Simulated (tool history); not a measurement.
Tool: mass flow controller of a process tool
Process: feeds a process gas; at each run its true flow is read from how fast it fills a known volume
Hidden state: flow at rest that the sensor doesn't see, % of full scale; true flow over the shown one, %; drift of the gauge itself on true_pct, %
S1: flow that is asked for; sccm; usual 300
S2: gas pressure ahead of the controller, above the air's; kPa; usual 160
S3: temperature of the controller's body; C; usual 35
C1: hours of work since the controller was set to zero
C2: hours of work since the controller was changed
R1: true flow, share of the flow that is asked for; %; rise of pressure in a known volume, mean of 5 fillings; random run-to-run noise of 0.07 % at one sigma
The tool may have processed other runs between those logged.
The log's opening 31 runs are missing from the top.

run,hour,S1,S2,S3,C1,C2,R1
32,3573.0,300,160,25,1112,5930,99.56
33,3708.2,312,194,35,1191,6009,98.39
34,3837.8,300,160,39,1266,6084,98.10
35,3962.9,55,147,23,1339,6157,99.01
36,4040.6,55,248,37,1384,6202,97.51
37,4208.8,183,160,36,1482,6300,98.12
38,4286.6,103,204,21,1528,6345,99.34
39,4426.4,469,204,38,1609,6427,98.47
40,4601.1,53,264,21,1711,6528,99.22
41,4743.8,84,192,25,1794,6612,98.91
42,4900.5,86,244,35,1885,6703,97.77
43,4990.3,77,160,22,1937,6755,99.23
44,5144.5,136,160,28,2027,6845,98.79
45,5217.4,300,202,35,2069,6887,98.36
46,5374.1,300,160,37,2161,6978,98.13
47,5465.8,300,160,26,2214,7032,99.37
48,5577.8,285,160,35,2279,7097,98.41

Here are 3 independent what-if runs from the current tool condition. What would each one return?
A,5672.2,300,248,39,2334,7152,?
B,5672.2,87,160,35,2334,7152,?
C,5672.2,329,213,35,2334,7152,?

run,R1
A,97.94
B,97.89
C,98.44
Without the tool's unlogged condition, the same runs would have read:
run,R1
A,97.93
B,97.89
C,98.44
